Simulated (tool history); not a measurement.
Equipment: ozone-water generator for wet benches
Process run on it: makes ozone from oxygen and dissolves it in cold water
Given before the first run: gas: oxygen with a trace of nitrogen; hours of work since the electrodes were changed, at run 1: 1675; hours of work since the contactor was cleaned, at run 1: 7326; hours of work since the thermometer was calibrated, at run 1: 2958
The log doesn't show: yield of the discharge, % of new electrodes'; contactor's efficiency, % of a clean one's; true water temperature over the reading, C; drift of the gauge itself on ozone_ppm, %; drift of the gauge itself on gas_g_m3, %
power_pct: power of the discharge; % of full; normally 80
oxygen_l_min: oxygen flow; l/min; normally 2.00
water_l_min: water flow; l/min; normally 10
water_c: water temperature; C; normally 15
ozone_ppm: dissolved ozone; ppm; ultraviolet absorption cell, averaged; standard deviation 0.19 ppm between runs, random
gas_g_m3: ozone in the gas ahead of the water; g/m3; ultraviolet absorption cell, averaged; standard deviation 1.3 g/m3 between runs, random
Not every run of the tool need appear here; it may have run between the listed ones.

run,hour,power_pct,oxygen_l_min,water_l_min,water_c,hours of work since the electrodes were changed,hours of work since the contactor was cleaned,hours of work since the thermometer was calibrated,ozone_ppm,gas_g_m3
1,0.0,80,2.00,10,15,1675,7326,2958,26.2,247.9
2,48.5,80,2.00,10,15,1712,7363,2994,26.0,249.0
3,103.4,80,2.00,10,15,1753,7404,3035,26.4,246.0
4,151.3,80,2.00,7,15,1789,7440,3071,34.8,249.3
5,229.1,80,2.00,7,8,1847,7498,3129,37.8,249.5
6,277.5,80,2.00,10,15,1883,7534,3165,26.0,248.1
7,326.6,48,2.00,10,15,1920,7571,3202,17.0,159.7
8,375.1,80,2.00,10,15,1956,7607,3238,26.0,249.5
9,442.7,42,2.00,10,15,2007,7658,3289,14.5,143.2
10,501.3,42,2.00,10,15,2051,7702,3333,14.7,142.9
11,548.0,42,2.00,10,15,2085,7736,3368,14.8,141.7
12,627.5,42,2.00,10,15,2145,7796,3427,15.0,141.6
13,690.2,87,3.46,9,14,2192,7843,3474,32.2,204.5
14,752.9,73,2.00,7,10,2239,7890,3521,34.0,230.2
15,816.9,80,2.40,10,15,2287,7938,3569,26.4,225.5
16,895.7,80,2.86,11,15,2346,7997,3628,25.0,208.2
17,964.8,80,2.86,11,15,2397,8048,3680,25.2,206.2
18,1007.2,71,2.00,16,15,2429,8080,3711,15.3,222.4
19,1072.7,95,2.72,8,11,2478,8129,3760,39.3,248.0
20,1126.6,95,2.72,8,11,2519,8170,3801,39.7,250.7
# hour 1138.7: contactor cleaned
21,1196.6,93,2.72,8,8,2568,43,3850,40.4,242.8
22,1242.4,59,2.93,10,15,2602,78,3884,20.8,159.8
23,1295.8,59,2.93,10,15,2642,118,3924,21.2,156.8

What differs in the tool's unlogged condition from the final listed run ahead of each entry between runs to the first listed run following it?
In the gap between runs 20 and 21: contactor cleaned (hour 1138.7)
  contactor's efficiency, % of a clean one's: 99.9 -> 100

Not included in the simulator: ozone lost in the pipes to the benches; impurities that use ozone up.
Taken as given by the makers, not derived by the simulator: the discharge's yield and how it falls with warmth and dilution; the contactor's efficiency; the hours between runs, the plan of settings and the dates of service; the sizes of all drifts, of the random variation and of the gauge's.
